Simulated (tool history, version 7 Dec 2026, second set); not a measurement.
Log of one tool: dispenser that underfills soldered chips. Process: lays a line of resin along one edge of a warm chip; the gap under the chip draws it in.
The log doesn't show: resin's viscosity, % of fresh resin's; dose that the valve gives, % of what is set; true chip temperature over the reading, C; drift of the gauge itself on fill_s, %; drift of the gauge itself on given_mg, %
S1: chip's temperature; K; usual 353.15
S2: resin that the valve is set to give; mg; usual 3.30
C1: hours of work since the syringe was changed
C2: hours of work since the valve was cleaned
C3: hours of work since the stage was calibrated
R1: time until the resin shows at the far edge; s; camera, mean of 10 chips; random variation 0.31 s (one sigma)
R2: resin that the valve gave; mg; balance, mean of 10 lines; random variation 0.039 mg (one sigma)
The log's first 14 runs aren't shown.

run   hour      S1    S2  C1  C2   C3    R1    R2
     135.8  -- new syringe of resin
 15  135.8  353.15  3.30   0  29  189   4.9  3.24
 16  148.2  353.15  3.77   9  38  197   9.5  3.59
     151.3  -- new syringe of resin
 17  158.2  353.15  3.77   5  45  204   7.7  3.63
 18  164.7  353.15  3.30   9  50  209   9.7  3.15
     167.5  -- new syringe of resin
 19  179.3  356.15  3.45   8  60  219   8.1  3.26
     183.0  -- new syringe of resin
 20  192.7  356.15  3.45   7  69  228   7.7  3.23
     198.3  -- new syringe of resin
 21  200.1  363.15  4.15   1  74  233   4.3  3.82
 22  209.3  363.15  4.15   8  81  240   7.0  3.81
     214.5  -- new syringe of resin
 23  222.0  357.15  4.27   5  89  249   6.2  3.91
     223.9  -- dispensing valve cleaned and set on the balance
     230.8  -- new syringe of resin
 24  237.6  361.15  3.70   5   9  259   5.5  3.66
     246.4  -- new syringe of resin
 25  249.6  346.15  3.58   2  18  267   8.4  3.53
 26  260.2  365.15  3.01  10  25  275   7.2  2.89
     261.9  -- new syringe of resin
 27  273.5  350.15  3.41   8  34  284   9.1  3.34
     277.3  -- new syringe of resin
 28  285.1  344.15  3.52   6  42  292   9.4  3.39
     293.0  -- new syringe of resin
 29  298.8  344.15  3.52   4  52  301   9.2  3.34
 30  307.8  348.15  2.92  10  58  308  12.1  2.69
     309.1  -- new syringe of resin
 31  320.5  348.15  2.98   8  67  316  10.4  2.74
     325.3  -- new syringe of resin
 32  335.8  339.15  3.74   7  78  327  12.7  3.45
     341.8  -- new syringe of resin
 33  342.4  344.15  3.07   0  82  331   7.2  2.71
     344.5  -- stage's temperature calibrated
     356.2  -- dispensing valve cleaned and set on the balance
 34  358.2  339.15  3.39  10   1    9  15.6  3.34
     359.5  -- new syringe of resin
 35  373.9  368.15  3.54  10  12   20   7.0  3.46

4 ways to go on from here, each from the tool as it stands after run 35. What would each give?
     375.3  -- new syringe of resin
  A  389.6  365.15  3.73  10  23  31   ?   ?
     375.3  -- new syringe of resin
  B  389.6  362.15  3.42  10  23  31   ?   ?
     375.3  -- new syringe of resin
  C  389.6  368.15  3.38  10  23  31   ?   ?
     375.3  -- new syringe of resin
  D  389.6  352.15  3.90  10  23  31   ?   ?

run    R1    R2
  A   6.9  3.57
  B   7.9  3.38
  C   6.6  3.26
  D  10.6  3.81
Without the tool's hidden state the same runs would have given:
run   R1    R2
  A  3.7  3.66
  B  4.3  3.46
  C  3.6  3.34
  D  5.9  3.90
